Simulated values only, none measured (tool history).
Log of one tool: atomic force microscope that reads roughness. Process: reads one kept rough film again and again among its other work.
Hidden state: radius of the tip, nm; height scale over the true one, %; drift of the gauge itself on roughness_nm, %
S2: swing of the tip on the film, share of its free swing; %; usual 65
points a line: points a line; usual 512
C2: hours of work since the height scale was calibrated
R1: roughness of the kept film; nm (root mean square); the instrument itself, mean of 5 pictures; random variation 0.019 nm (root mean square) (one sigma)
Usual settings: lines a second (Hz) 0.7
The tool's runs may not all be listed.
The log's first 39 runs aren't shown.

{"hour": 843.3, "done": "new tip fitted"}
{"run": 40, "hour": 844.8, "lines a second (Hz)": 0.624, "S2": 57, "points a line": 542, "pictures with this tip": 3, "C2": 951, "R1": 4.756}
{"run": 41, "hour": 873.4, "lines a second (Hz)": 1.775, "S2": 83, "points a line": 565, "pictures with this tip": 60, "C2": 968, "R1": 3.446}
{"run": 42, "hour": 890.6, "lines a second (Hz)": 1.038, "S2": 67, "points a line": 830, "pictures with this tip": 93, "C2": 979, "R1": 3.687}
{"hour": 895.3, "done": "new tip fitted"}
{"run": 43, "hour": 907.8, "lines a second (Hz)": 1.34, "S2": 63, "points a line": 388, "pictures with this tip": 24, "C2": 989, "R1": 4.304}
{"run": 44, "hour": 938.0, "lines a second (Hz)": 1.34, "S2": 63, "points a line": 388, "pictures with this tip": 84, "C2": 1008, "R1": 3.691}
{"hour": 946.5, "done": "new tip fitted"}
{"run": 45, "hour": 964.1, "lines a second (Hz)": 0.874, "S2": 76, "points a line": 416, "pictures with this tip": 35, "C2": 1024, "R1": 4.074}
{"run": 46, "hour": 994.2, "lines a second (Hz)": 0.874, "S2": 80, "points a line": 330, "pictures with this tip": 94, "C2": 1042, "R1": 3.487}
{"hour": 999.0, "done": "new tip fitted"}
{"run": 47, "hour": 1024.5, "lines a second (Hz)": 0.874, "S2": 80, "points a line": 330, "pictures with this tip": 50, "C2": 1061, "R1": 3.941}
{"run": 48, "hour": 1038.6, "lines a second (Hz)": 1.845, "S2": 85, "points a line": 420, "pictures with this tip": 78, "C2": 1069, "R1": 3.227}
{"hour": 1051.7, "done": "new tip fitted"}
{"run": 49, "hour": 1068.6, "lines a second (Hz)": 0.635, "S2": 80, "points a line": 512, "pictures with this tip": 33, "C2": 1087, "R1": 4.193}

Forecast each of these 3 alternatives for the next run:
{"run": "A", "hour": 1085.5, "lines a second (Hz)": 0.7, "S2": 65, "points a line": 850, "pictures with this tip": 66, "C2": 1098, "R1": "?"}
{"run": "B", "hour": 1085.5, "lines a second (Hz)": 1.773, "S2": 80, "points a line": 500, "pictures with this tip": 66, "C2": 1098, "R1": "?"}
{"run": "C", "hour": 1085.5, "lines a second (Hz)": 1.158, "S2": 65, "points a line": 512, "pictures with this tip": 66, "C2": 1098, "R1": "?"}

run=A R1=3.972
run=B R1=3.479
run=C R1=3.939
Without the tool's hidden state the same runs would have given:
run=A R1=4.634
run=B R1=4.059
run=C R1=4.596

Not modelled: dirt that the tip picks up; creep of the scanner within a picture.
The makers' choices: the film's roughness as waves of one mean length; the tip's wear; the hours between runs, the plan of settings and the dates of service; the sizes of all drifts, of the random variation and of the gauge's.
